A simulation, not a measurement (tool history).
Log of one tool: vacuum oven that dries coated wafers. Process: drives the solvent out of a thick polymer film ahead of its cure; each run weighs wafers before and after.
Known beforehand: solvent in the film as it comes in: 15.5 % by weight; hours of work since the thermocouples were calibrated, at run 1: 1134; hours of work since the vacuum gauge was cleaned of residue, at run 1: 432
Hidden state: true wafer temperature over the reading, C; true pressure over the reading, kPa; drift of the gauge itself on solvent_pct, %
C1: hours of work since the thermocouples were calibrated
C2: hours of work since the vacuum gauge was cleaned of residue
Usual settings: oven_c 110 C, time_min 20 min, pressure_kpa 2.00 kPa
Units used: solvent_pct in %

{"run": 1, "hour": 0.0, "oven_c": 110, "time_min": 20, "pressure_kpa": 2.0, "C1": 1134, "C2": 432, "solvent_pct": 1.63}
{"run": 2, "hour": 24.1, "oven_c": 110, "time_min": 20, "pressure_kpa": 2.0, "C1": 1153, "C2": 451, "solvent_pct": 1.63}
{"run": 3, "hour": 71.0, "oven_c": 110, "time_min": 20, "pressure_kpa": 2.0, "C1": 1191, "C2": 489, "solvent_pct": 1.63}
{"run": 4, "hour": 124.4, "oven_c": 110, "time_min": 20, "pressure_kpa": 2.0, "C1": 1233, "C2": 531, "solvent_pct": 1.67}
{"run": 5, "hour": 154.0, "oven_c": 110, "time_min": 20, "pressure_kpa": 2.0, "C1": 1257, "C2": 555, "solvent_pct": 1.67}
{"run": 6, "hour": 178.4, "oven_c": 110, "time_min": 20, "pressure_kpa": 2.0, "C1": 1276, "C2": 574, "solvent_pct": 1.67}
{"run": 7, "hour": 213.0, "oven_c": 110, "time_min": 20, "pressure_kpa": 1.48, "C1": 1303, "C2": 601, "solvent_pct": 1.44}
{"run": 8, "hour": 247.5, "oven_c": 110, "time_min": 20, "pressure_kpa": 1.48, "C1": 1331, "C2": 629, "solvent_pct": 1.48}
{"run": 9, "hour": 299.0, "oven_c": 110, "time_min": 20, "pressure_kpa": 1.48, "C1": 1372, "C2": 670, "solvent_pct": 1.47}
{"run": 10, "hour": 341.9, "oven_c": 110, "time_min": 20, "pressure_kpa": 4.26, "C1": 1406, "C2": 704, "solvent_pct": 2.77}
{"run": 11, "hour": 378.0, "oven_c": 110, "time_min": 20, "pressure_kpa": 4.26, "C1": 1435, "C2": 733, "solvent_pct": 2.74}
{"run": 12, "hour": 426.8, "oven_c": 110, "time_min": 20, "pressure_kpa": 4.26, "C1": 1473, "C2": 771, "solvent_pct": 2.79}
{"run": 13, "hour": 455.5, "oven_c": 110, "time_min": 20, "pressure_kpa": 4.26, "C1": 1496, "C2": 794, "solvent_pct": 2.77}
{"run": 14, "hour": 479.1, "oven_c": 110, "time_min": 20, "pressure_kpa": 4.26, "C1": 1515, "C2": 813, "solvent_pct": 2.79}
{"run": 15, "hour": 501.8, "oven_c": 110, "time_min": 20, "pressure_kpa": 4.26, "C1": 1533, "C2": 831, "solvent_pct": 2.77}
{"run": 16, "hour": 539.0, "oven_c": 103, "time_min": 20, "pressure_kpa": 2.0, "C1": 1563, "C2": 861, "solvent_pct": 2.93}
{"run": 17, "hour": 570.4, "oven_c": 110, "time_min": 20, "pressure_kpa": 2.0, "C1": 1587, "C2": 885, "solvent_pct": 1.76}
{"hour": 591.1, "done": "oven's thermocouples calibrated"}
{"run": 18, "hour": 603.0, "oven_c": 110, "time_min": 20, "pressure_kpa": 2.09, "C1": 9, "C2": 910, "solvent_pct": 2.01}
{"run": 19, "hour": 645.8, "oven_c": 110, "time_min": 20, "pressure_kpa": 2.0, "C1": 43, "C2": 944, "solvent_pct": 2.0}
{"run": 20, "hour": 683.5, "oven_c": 110, "time_min": 20, "pressure_kpa": 2.0, "C1": 73, "C2": 974, "solvent_pct": 2.05}
{"run": 21, "hour": 706.1, "oven_c": 110, "time_min": 20, "pressure_kpa": 2.0, "C1": 91, "C2": 992, "solvent_pct": 2.04}
{"hour": 732.1, "done": "oven's thermocouples calibrated, once more"}
{"run": 22, "hour": 753.7, "oven_c": 110, "time_min": 20, "pressure_kpa": 2.0, "C1": 17, "C2": 1028, "solvent_pct": 1.5}
{"run": 23, "hour": 777.6, "oven_c": 110, "time_min": 20, "pressure_kpa": 2.0, "C1": 36, "C2": 1047, "solvent_pct": 1.45}
{"run": 24, "hour": 815.3, "oven_c": 110, "time_min": 20, "pressure_kpa": 2.0, "C1": 66, "C2": 1077, "solvent_pct": 1.5}
{"run": 25, "hour": 852.8, "oven_c": 124, "time_min": 33, "pressure_kpa": 2.0, "C1": 96, "C2": 1107, "solvent_pct": 0.66}
{"run": 26, "hour": 879.7, "oven_c": 111, "time_min": 22, "pressure_kpa": 2.09, "C1": 117, "C2": 1128, "solvent_pct": 1.33}
{"hour": 889.3, "done": "vacuum gauge cleaned of residue and calibrated"}
{"run": 27, "hour": 932.2, "oven_c": 111, "time_min": 13, "pressure_kpa": 2.09, "C1": 158, "C2": 34, "solvent_pct": 2.32}
{"run": 28, "hour": 969.6, "oven_c": 111, "time_min": 13, "pressure_kpa": 2.09, "C1": 188, "C2": 64, "solvent_pct": 2.31}
{"run": 29, "hour": 1009.4, "oven_c": 111, "time_min": 17, "pressure_kpa": 2.09, "C1": 219, "C2": 95, "solvent_pct": 1.69}
{"run": 30, "hour": 1040.3, "oven_c": 110, "time_min": 25, "pressure_kpa": 2.84, "C1": 244, "C2": 120, "solvent_pct": 1.54}
{"run": 31, "hour": 1082.0, "oven_c": 110, "time_min": 29, "pressure_kpa": 2.0, "C1": 277, "C2": 153, "solvent_pct": 1.04}
{"run": 32, "hour": 1109.4, "oven_c": 99, "time_min": 33, "pressure_kpa": 3.76, "C1": 299, "C2": 175, "solvent_pct": 3.09}
{"run": 33, "hour": 1152.8, "oven_c": 112, "time_min": 22, "pressure_kpa": 4.51, "C1": 333, "C2": 209, "solvent_pct": 2.19}
{"run": 34, "hour": 1194.6, "oven_c": 110, "time_min": 16, "pressure_kpa": 2.0, "C1": 366, "C2": 243, "solvent_pct": 1.94}
{"run": 35, "hour": 1224.3, "oven_c": 98, "time_min": 19, "pressure_kpa": 4.31, "C1": 390, "C2": 266, "solvent_pct": 5.14}
{"run": 36, "hour": 1271.4, "oven_c": 101, "time_min": 23, "pressure_kpa": 1.63, "C1": 427, "C2": 304, "solvent_pct": 2.35}
{"run": 37, "hour": 1307.3, "oven_c": 110, "time_min": 17, "pressure_kpa": 6.87, "C1": 456, "C2": 332, "solvent_pct": 3.96}
{"run": 38, "hour": 1348.5, "oven_c": 110, "time_min": 13, "pressure_kpa": 3.44, "C1": 489, "C2": 365, "solvent_pct": 3.14}
{"run": 39, "hour": 1372.5, "oven_c": 110, "time_min": 13, "pressure_kpa": 3.44, "C1": 508, "C2": 384, "solvent_pct": 3.19}
{"run": 40, "hour": 1415.0, "oven_c": 107, "time_min": 23, "pressure_kpa": 3.44, "C1": 542, "C2": 418, "solvent_pct": 2.38}
{"run": 41, "hour": 1468.8, "oven_c": 107, "time_min": 23, "pressure_kpa": 3.44, "C1": 584, "C2": 461, "solvent_pct": 2.36}
{"run": 42, "hour": 1492.9, "oven_c": 110, "time_min": 10, "pressure_kpa": 1.51, "C1": 603, "C2": 480, "solvent_pct": 3.37}
{"run": 43, "hour": 1525.0, "oven_c": 110, "time_min": 22, "pressure_kpa": 2.36, "C1": 629, "C2": 505, "solvent_pct": 1.55}
{"run": 44, "hour": 1554.5, "oven_c": 98, "time_min": 20, "pressure_kpa": 2.0, "C1": 652, "C2": 529, "solvent_pct": 3.73}
{"run": 45, "hour": 1591.1, "oven_c": 124, "time_min": 11, "pressure_kpa": 7.67, "C1": 681, "C2": 558, "solvent_pct": 2.65}
{"run": 46, "hour": 1621.1, "oven_c": 107, "time_min": 13, "pressure_kpa": 1.47, "C1": 705, "C2": 582, "solvent_pct": 3.08}
{"run": 47, "hour": 1652.9, "oven_c": 112, "time_min": 36, "pressure_kpa": 1.83, "C1": 731, "C2": 607, "solvent_pct": 0.82}
{"run": 48, "hour": 1679.8, "oven_c": 112, "time_min": 36, "pressure_kpa": 1.21, "C1": 752, "C2": 628, "solvent_pct": 0.65}

For some of the steps in solvent_pct from one run to the next: how much would appear even if the tool had no hidden state, given the settings, what came in and random variation, and how much remains for the hidden state plus any gauge scatter that the measured result and the result without hidden state don't share?
Run 17 -> 18: pressure_kpa 2.00 -> 2.09, oven's thermocouples calibrated. solvent_pct +0.25 %: hidden state +0.27, all else -0.02.
Run 21 -> 22: oven's thermocouples calibrated, once more. solvent_pct -0.54 %: hidden state -0.56, all else +0.02.
Run 34 -> 35: oven_c 110 -> 98, time_min 16 -> 19, pressure_kpa 2.00 -> 4.31. solvent_pct +3.20 %: hidden state +0.11, all else +3.09.
Run 35 -> 36: oven_c 98 -> 101, time_min 19 -> 23, pressure_kpa 4.31 -> 1.63. solvent_pct -2.79 %: hidden state -0.06, all else -2.73.
Run 46 -> 47: oven_c 107 -> 112, time_min 13 -> 36, pressure_kpa 1.47 -> 1.83. solvent_pct -2.26 %: hidden state -0.21, all else -2.05.
